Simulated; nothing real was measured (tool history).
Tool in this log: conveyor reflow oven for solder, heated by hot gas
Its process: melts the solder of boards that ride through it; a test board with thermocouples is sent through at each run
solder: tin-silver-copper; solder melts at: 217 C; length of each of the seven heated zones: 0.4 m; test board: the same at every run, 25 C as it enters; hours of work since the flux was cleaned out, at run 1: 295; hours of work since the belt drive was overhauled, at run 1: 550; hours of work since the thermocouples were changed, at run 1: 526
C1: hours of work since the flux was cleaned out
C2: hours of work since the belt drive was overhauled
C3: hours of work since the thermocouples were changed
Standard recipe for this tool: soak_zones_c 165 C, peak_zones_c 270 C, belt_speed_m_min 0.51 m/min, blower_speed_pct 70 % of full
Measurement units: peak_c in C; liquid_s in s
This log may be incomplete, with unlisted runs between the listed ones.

{"run": 1, "hour": 0.0, "soak_zones_c": 165, "peak_zones_c": 270, "belt_speed_m_min": 0.51, "blower_speed_pct": 70, "C1": 295, "C2": 550, "C3": 526, "peak_c": 255.7, "liquid_s": 71.3}
{"hour": 29.2, "done": "flux residue cleaned out of gas plates and filters"}
{"run": 2, "hour": 46.9, "soak_zones_c": 165, "peak_zones_c": 270, "belt_speed_m_min": 0.51, "blower_speed_pct": 70, "C1": 13, "C2": 581, "C3": 557, "peak_c": 255.3, "liquid_s": 71.7}
{"run": 3, "hour": 149.3, "soak_zones_c": 165, "peak_zones_c": 270, "belt_speed_m_min": 0.51, "blower_speed_pct": 70, "C1": 89, "C2": 657, "C3": 633, "peak_c": 255.1, "liquid_s": 70.8}
{"run": 4, "hour": 241.2, "soak_zones_c": 165, "peak_zones_c": 270, "belt_speed_m_min": 0.51, "blower_speed_pct": 70, "C1": 156, "C2": 724, "C3": 701, "peak_c": 254.1, "liquid_s": 71}
{"hour": 262.3, "done": "thermocouples of zones 6 and 7 changed"}
{"run": 5, "hour": 305.6, "soak_zones_c": 165, "peak_zones_c": 270, "belt_speed_m_min": 0.51, "blower_speed_pct": 70, "C1": 203, "C2": 771, "C3": 32, "peak_c": 255.8, "liquid_s": 71.9}
{"run": 6, "hour": 401.3, "soak_zones_c": 165, "peak_zones_c": 270, "belt_speed_m_min": 0.51, "blower_speed_pct": 70, "C1": 273, "C2": 841, "C3": 103, "peak_c": 254.9, "liquid_s": 71.6}
{"hour": 456.1, "done": "flux residue cleaned out of gas plates and filters"}
{"run": 7, "hour": 495.1, "soak_zones_c": 165, "peak_zones_c": 270, "belt_speed_m_min": 0.51, "blower_speed_pct": 70, "C1": 29, "C2": 907, "C3": 168, "peak_c": 255.3, "liquid_s": 73}
{"run": 8, "hour": 577.2, "soak_zones_c": 165, "peak_zones_c": 270, "belt_speed_m_min": 0.51, "blower_speed_pct": 76, "C1": 89, "C2": 967, "C3": 229, "peak_c": 257, "liquid_s": 73.9}
{"run": 9, "hour": 649.0, "soak_zones_c": 165, "peak_zones_c": 270, "belt_speed_m_min": 0.525, "blower_speed_pct": 76, "C1": 142, "C2": 1020, "C3": 282, "peak_c": 255.6, "liquid_s": 70.4}
{"run": 10, "hour": 702.0, "soak_zones_c": 165, "peak_zones_c": 270, "belt_speed_m_min": 0.525, "blower_speed_pct": 76, "C1": 182, "C2": 1059, "C3": 321, "peak_c": 256.5, "liquid_s": 70.6}
{"run": 11, "hour": 763.9, "soak_zones_c": 165, "peak_zones_c": 270, "belt_speed_m_min": 0.525, "blower_speed_pct": 57, "C1": 227, "C2": 1105, "C3": 366, "peak_c": 250.1, "liquid_s": 64.2}
{"run": 12, "hour": 828.7, "soak_zones_c": 169, "peak_zones_c": 270, "belt_speed_m_min": 0.552, "blower_speed_pct": 79, "C1": 275, "C2": 1153, "C3": 414, "peak_c": 255.3, "liquid_s": 67.4}

Predict the results of run 13:
{"run": 13, "hour": 873.1, "soak_zones_c": 169, "peak_zones_c": 270, "belt_speed_m_min": 0.552, "blower_speed_pct": 79, "C1": 308, "C2": 1186, "C3": 447, "peak_c": "?", "liquid_s": "?"}

{"run 13": {"peak_c": 254.2, "liquid_s": 67.3}}
On a tool with no hidden condition, and with the same random variation, this run would have come out at peak_c 256.1 C, liquid_s 67.1 s.

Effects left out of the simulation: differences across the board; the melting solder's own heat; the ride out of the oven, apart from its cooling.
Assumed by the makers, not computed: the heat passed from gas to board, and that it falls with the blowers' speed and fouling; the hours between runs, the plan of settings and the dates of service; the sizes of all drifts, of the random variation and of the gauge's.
